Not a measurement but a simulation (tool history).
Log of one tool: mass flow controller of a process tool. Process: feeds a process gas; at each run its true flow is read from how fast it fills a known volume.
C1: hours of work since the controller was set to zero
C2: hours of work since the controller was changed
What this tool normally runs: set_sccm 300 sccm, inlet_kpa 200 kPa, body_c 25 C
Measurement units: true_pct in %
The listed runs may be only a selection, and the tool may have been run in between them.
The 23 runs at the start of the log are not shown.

{"run": 24, "hour": 1789.6, "set_sccm": 300, "inlet_kpa": 200, "body_c": 25, "C1": 995, "C2": 5272, "true_pct": 98.23}
{"run": 25, "hour": 1892.3, "set_sccm": 96, "inlet_kpa": 200, "body_c": 25, "C1": 1075, "C2": 5351, "true_pct": 98.62}
{"run": 26, "hour": 1976.5, "set_sccm": 96, "inlet_kpa": 200, "body_c": 25, "C1": 1140, "C2": 5416, "true_pct": 98.67}
{"run": 27, "hour": 2094.0, "set_sccm": 300, "inlet_kpa": 200, "body_c": 30, "C1": 1231, "C2": 5507, "true_pct": 98.65}
{"run": 28, "hour": 2180.0, "set_sccm": 60, "inlet_kpa": 200, "body_c": 25, "C1": 1297, "C2": 5574, "true_pct": 100.07}
{"run": 29, "hour": 2302.5, "set_sccm": 60, "inlet_kpa": 200, "body_c": 25, "C1": 1392, "C2": 5669, "true_pct": 100.21}
{"run": 30, "hour": 2390.3, "set_sccm": 300, "inlet_kpa": 162, "body_c": 23, "C1": 1460, "C2": 5737, "true_pct": 98.14}
{"run": 31, "hour": 2501.3, "set_sccm": 477, "inlet_kpa": 200, "body_c": 29, "C1": 1546, "C2": 5823, "true_pct": 99.24}
{"run": 32, "hour": 2559.6, "set_sccm": 477, "inlet_kpa": 200, "body_c": 29, "C1": 1592, "C2": 5868, "true_pct": 99.2}
{"run": 33, "hour": 2663.2, "set_sccm": 96, "inlet_kpa": 200, "body_c": 37, "C1": 1672, "C2": 5948, "true_pct": 100.52}
{"run": 34, "hour": 2719.1, "set_sccm": 329, "inlet_kpa": 200, "body_c": 32, "C1": 1715, "C2": 5992, "true_pct": 99.08}
{"run": 35, "hour": 2811.0, "set_sccm": 93, "inlet_kpa": 229, "body_c": 23, "C1": 1786, "C2": 6063, "true_pct": 99.33}
{"run": 36, "hour": 2869.8, "set_sccm": 93, "inlet_kpa": 229, "body_c": 23, "C1": 1832, "C2": 6108, "true_pct": 99.4}
{"run": 37, "hour": 2974.1, "set_sccm": 473, "inlet_kpa": 181, "body_c": 22, "C1": 1913, "C2": 6189, "true_pct": 98.48}
{"run": 38, "hour": 3080.4, "set_sccm": 214, "inlet_kpa": 195, "body_c": 23, "C1": 1995, "C2": 6272, "true_pct": 98.2}
{"run": 39, "hour": 3154.2, "set_sccm": 273, "inlet_kpa": 264, "body_c": 33, "C1": 2052, "C2": 6329, "true_pct": 99.0}
{"run": 40, "hour": 3276.6, "set_sccm": 273, "inlet_kpa": 179, "body_c": 33, "C1": 2147, "C2": 6424, "true_pct": 99.29}
{"run": 41, "hour": 3330.9, "set_sccm": 134, "inlet_kpa": 200, "body_c": 25, "C1": 2189, "C2": 6466, "true_pct": 99.22}

Run 42 comes next. What will it give?
{"run": 42, "hour": 3425.0, "set_sccm": 134, "inlet_kpa": 200, "body_c": 25, "C1": 2262, "C2": 6539, "true_pct": "?"}

true_pct: 99.22 %
Had the tool carried no hidden state, the very same run would have given true_pct 98.37 %.
